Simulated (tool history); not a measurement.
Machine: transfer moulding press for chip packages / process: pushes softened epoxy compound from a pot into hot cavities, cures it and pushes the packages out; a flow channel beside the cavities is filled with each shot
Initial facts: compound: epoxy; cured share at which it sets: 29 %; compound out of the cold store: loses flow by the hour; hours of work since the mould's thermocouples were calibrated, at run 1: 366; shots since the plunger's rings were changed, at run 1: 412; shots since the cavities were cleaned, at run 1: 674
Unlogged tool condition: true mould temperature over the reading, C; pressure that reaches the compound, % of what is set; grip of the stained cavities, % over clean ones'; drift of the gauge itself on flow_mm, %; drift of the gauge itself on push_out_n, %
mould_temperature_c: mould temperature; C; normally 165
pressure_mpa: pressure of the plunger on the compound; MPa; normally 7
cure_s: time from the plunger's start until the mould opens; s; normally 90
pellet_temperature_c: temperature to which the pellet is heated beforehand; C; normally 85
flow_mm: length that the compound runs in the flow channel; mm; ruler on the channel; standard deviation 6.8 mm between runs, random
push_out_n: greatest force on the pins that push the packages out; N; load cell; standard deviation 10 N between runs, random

run     day  mould_temperature_c  pressure_mpa  cure_s  pellet_temperature_c  hours of work since the mould's thermocouples were calibrated  shots since the plunger's rings were changed  shots since the cavities were cleaned  incoming compound's hours out of the cold store  flow_mm  push_out_n
  1       0                  165             7      90                    85                                                            366                                           412                                    674                                             12.3      778         969
       2.05  -- cavities cleaned with cleaning compound and waxed
  2   2.092                  165             7      90                    85                                                            390                                           830                                      9                                             42.6      715        1309
  3   4.342                  165             7     114                    85                                                            416                                          1293                                    472                                             36.5      722        1070
  4   6.512                  165             7     114                    85                                                            441                                          1740                                    919                                             16.7      749        1012
      7.346  -- cavities cleaned with cleaning compound and waxed
  5   9.004                  165             7      90                    85                                                            469                                          2240                                    341                                             29.5      718         856
      9.204  -- cavities cleaned with cleaning compound and waxed, once more
  6  10.388                  165             7      90                    85                                                            484                                          2512                                    243                                             11.3      754         805
  7  12.358                  159             7      90                    85                                                            507                                          2918                                    649                                             15.2      768        1459
     14.538  -- cavities cleaned with cleaning compound and waxed
  8  14.975                  159             7      90                    85                                                            536                                          3444                                     90                                             20.1      748         922
  9  17.925                  159             7      74                    85                                                            570                                          4052                                    698                                             22.6      729        2235
     19.758  -- cavities cleaned with cleaning compound and waxed
 10  20.875                  159             7      74                    85                                                            603                                          4647                                    230                                             13.3      760        1814
     21.575  -- mould's thermocouples calibrated
 11  22.575                  165             7      90                    77                                                             12                                          4979                                    562                                             23.4      700         984

Run 12 has not been measured yet. What should we expect?
 12  24.171                  165             7     100                    83                                                             30                                          5308                                    891                                             29.8        ?           ?

{"run 12": {"flow_mm": 687, "push_out_n": 952}}
With the hidden condition absent and the run-to-run variation left alone, this run would have shown flow_mm 744 mm, push_out_n 442 N.
